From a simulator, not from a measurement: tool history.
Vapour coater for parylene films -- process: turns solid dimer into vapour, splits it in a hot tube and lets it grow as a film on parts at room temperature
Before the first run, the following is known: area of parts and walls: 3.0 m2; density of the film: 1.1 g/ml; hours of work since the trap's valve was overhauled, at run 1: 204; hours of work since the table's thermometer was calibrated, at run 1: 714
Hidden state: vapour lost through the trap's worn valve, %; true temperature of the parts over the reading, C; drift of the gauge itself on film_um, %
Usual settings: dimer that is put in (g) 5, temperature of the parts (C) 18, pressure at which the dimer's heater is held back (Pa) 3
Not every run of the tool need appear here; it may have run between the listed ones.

| run | hour | dimer that is put in (g) | temperature of the parts (C) | pressure at which the dimer's heater is held back (Pa) | hours of work since the trap's valve was overhauled | hours of work since the table's thermometer was calibrated | thickness of the film (µm) |
|---|---|---|---|---|---|---|---|
| 1 | 0 | 5 | 18 | 3 | 204 | 714 | 0.843 |
| 2 | 43.6 | 5 | 18 | 3 | 224 | 735 | 0.848 |
| 3 | 86.9 | 5 | 18 | 3 | 245 | 755 | 0.85 |
| 4 | 115.3 | 4 | 18 | 3 | 258 | 769 | 0.679 |
| 5 | 146.3 | 5 | 18 | 3 | 273 | 783 | 0.843 |
| 6 | 166.2 | 5 | 18 | 3 | 282 | 793 | 0.84 |
| 7 | 191 | 5 | 18 | 3 | 294 | 804 | 0.847 |
| 8 | 215.6 | 5 | 22 | 3 | 306 | 816 | 0.779 |
| 9 | 242.5 | 5 | 22 | 3 | 318 | 829 | 0.773 |
| 10 | 283.2 | 5 | 12 | 3 | 338 | 848 | 0.956 |
| 11 | 323.6 | 5 | 12 | 3 | 357 | 867 | 0.957 |
| 12 | 344.4 | 5 | 26 | 3 | 367 | 877 | 0.711 |
| 13 | 380.3 | 5 | 18 | 5.31 | 384 | 894 | 0.742 |
| 14 | 417.2 | 5 | 18 | 3 | 401 | 912 | 0.832 |
| 15 | 441.1 | 5 | 18 | 3 | 412 | 923 | 0.838 |
| 16 | 460.7 | 5 | 18 | 3 | 422 | 932 | 0.839 |
| 17 | 491.2 | 3 | 18 | 3 | 436 | 947 | 0.501 |
| 18 | 521.8 | 3 | 18 | 3 | 451 | 961 | 0.5 |
| 19 | 540.7 | 3 | 18 | 3 | 460 | 970 | 0.5 |
| 20 | 569.4 | 5 | 18 | 3 | 473 | 984 | 0.833 |
| 21 | 596.3 | 5 | 18 | 3 | 486 | 996 | 0.835 |
| 22 | 632.4 | 3 | 14 | 3 | 503 | 1013 | 0.544 |
| 23 | 655.3 | 3 | 11 | 4.19 | 514 | 1024 | 0.542 |
| 24 | 692.1 | 2 | 13 | 4.19 | 531 | 1042 | 0.351 |
| 25 | 721.5 | 6 | 10 | 3 | 545 | 1056 | 1.178 |
| 26 | 752.2 | 6 | 10 | 3 | 560 | 1070 | 1.184 |
| 27 | 784.8 | 5 | 25 | 5.44 | 575 | 1086 | 0.619 |
| 28 | 810.6 | 2 | 14 | 5.35 | 587 | 1098 | 0.316 |
| 29 | 844.6 | 2 | 14 | 5.35 | 603 | 1114 | 0.317 |
|  | 877.3 | trap's valve overhauled |
| 30 | 885.9 | 5 | 12 | 8.76 | 4 | 1132 | 0.748 |
| 31 | 908.8 | 3 | 18 | 10.42 | 15 | 1142 | 0.38 |
| 32 | 943.8 | 8 | 23 | 2.02 | 32 | 1159 | 1.295 |
| 33 | 977.2 | 5 | 24 | 10.94 | 47 | 1175 | 0.552 |
|  | 998.8 | gauge calibrated |
| 34 | 998.8 | 6 | 17 | 11.85 | 58 | 1185 | 0.776 |
| 35 | 1029.1 | 5 | 10 | 3 | 72 | 1199 | 1.001 |
| 36 | 1066.9 | 6 | 14 | 3 | 90 | 1217 | 1.103 |
| 37 | 1106.4 | 6 | 12 | 2.45 | 109 | 1236 | 1.208 |
| 38 | 1138.6 | 5 | 12 | 4.05 | 124 | 1251 | 0.899 |
| 39 | 1179 | 5 | 12 | 4.05 | 143 | 1270 | 0.898 |
| 40 | 1214.9 | 5 | 12 | 4.05 | 160 | 1287 | 0.897 |

Alternative continuations, all from the tool just after run 40; predict every row:
| A | 1243.9 | 5 | 12 | 4.05 | 174 | 1301 | ? |
| B | 1243.9 | 6 | 11 | 5.91 | 174 | 1301 | ? |
| C | 1243.9 | 7 | 19 | 10.98 | 174 | 1301 | ? |
| D | 1243.9 | 4 | 29 | 5.51 | 174 | 1301 | ? |

| run | thickness of the film (µm) |
|---|---|
| A | 0.894 |
| B | 1.007 |
| C | 0.872 |
| D | 0.465 |
The same runs, with their run-to-run variation unchanged, on a tool lacking any hidden condition would have given:
| run | thickness of the film (µm) |
|---|---|
| A | 0.901 |
| B | 1.014 |
| C | 0.878 |
| D | 0.469 |
